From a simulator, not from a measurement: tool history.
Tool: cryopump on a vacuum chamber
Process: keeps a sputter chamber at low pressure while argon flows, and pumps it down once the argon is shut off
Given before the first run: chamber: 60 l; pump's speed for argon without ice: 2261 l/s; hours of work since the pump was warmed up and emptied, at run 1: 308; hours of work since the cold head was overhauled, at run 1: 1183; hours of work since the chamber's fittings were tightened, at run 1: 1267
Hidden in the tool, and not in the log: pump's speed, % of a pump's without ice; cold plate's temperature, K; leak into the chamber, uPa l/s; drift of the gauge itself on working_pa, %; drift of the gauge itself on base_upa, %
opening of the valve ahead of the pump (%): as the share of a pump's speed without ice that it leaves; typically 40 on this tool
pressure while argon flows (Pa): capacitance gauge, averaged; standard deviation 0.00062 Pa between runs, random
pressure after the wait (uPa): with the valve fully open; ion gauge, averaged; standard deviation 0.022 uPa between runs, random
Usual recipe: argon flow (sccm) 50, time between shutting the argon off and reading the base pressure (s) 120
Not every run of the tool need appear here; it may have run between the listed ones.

run	hour	argon flow (sccm)	time between shutting the argon off and reading the base pressure (s)	opening of the valve ahead of the pump (%)	hours of work since the pump was warmed up and emptied	hours of work since the cold head was overhauled	hours of work since the chamber's fittings were tightened	pressure while argon flows (Pa)	pressure after the wait (uPa)
1	0	50	120	40	308	1183	1267	0.0975	1.51
2	28.3	22	120	40	326	1201	1286	0.0435	1.49
3	53.3	92	120	40	342	1217	1302	0.1821	1.56
4	99.3	92	120	40	371	1247	1331	0.1831	1.61
5	144.3	92	23	40	400	1275	1360	0.183	3.39
6	180	92	23	40	423	1298	1383	0.1822	3.3
7	214.1	86	49	31	444	1320	1404	0.2177	2.24
8	239.2	86	49	31	460	1336	1420	0.222	2.3
9	273.5	50	120	38	482	1358	1442	0.1043	1.69
10	312.7	36	36	44	507	1383	1467	0.067	2.74

Forecast each of these 4 alternatives for the next run:
A	354.3	97	158	39	534	1410	1494	?	?
B	354.3	36	36	33	534	1410	1494	?	?
C	354.3	62	86	44	534	1410	1494	?	?
D	354.3	36	207	22	534	1410	1494	?	?

run	pressure while argon flows (Pa)	pressure after the wait (uPa)
A	0.2014	1.67
B	0.0878	2.7
C	0.1165	1.95
D	0.1279	1.61
With no hidden state in the tool, these same runs would have given:
run	pressure while argon flows (Pa)	pressure after the wait (uPa)
A	0.1847	0.47
B	0.0816	1.52
C	0.1058	0.74
D	0.1217	0.39
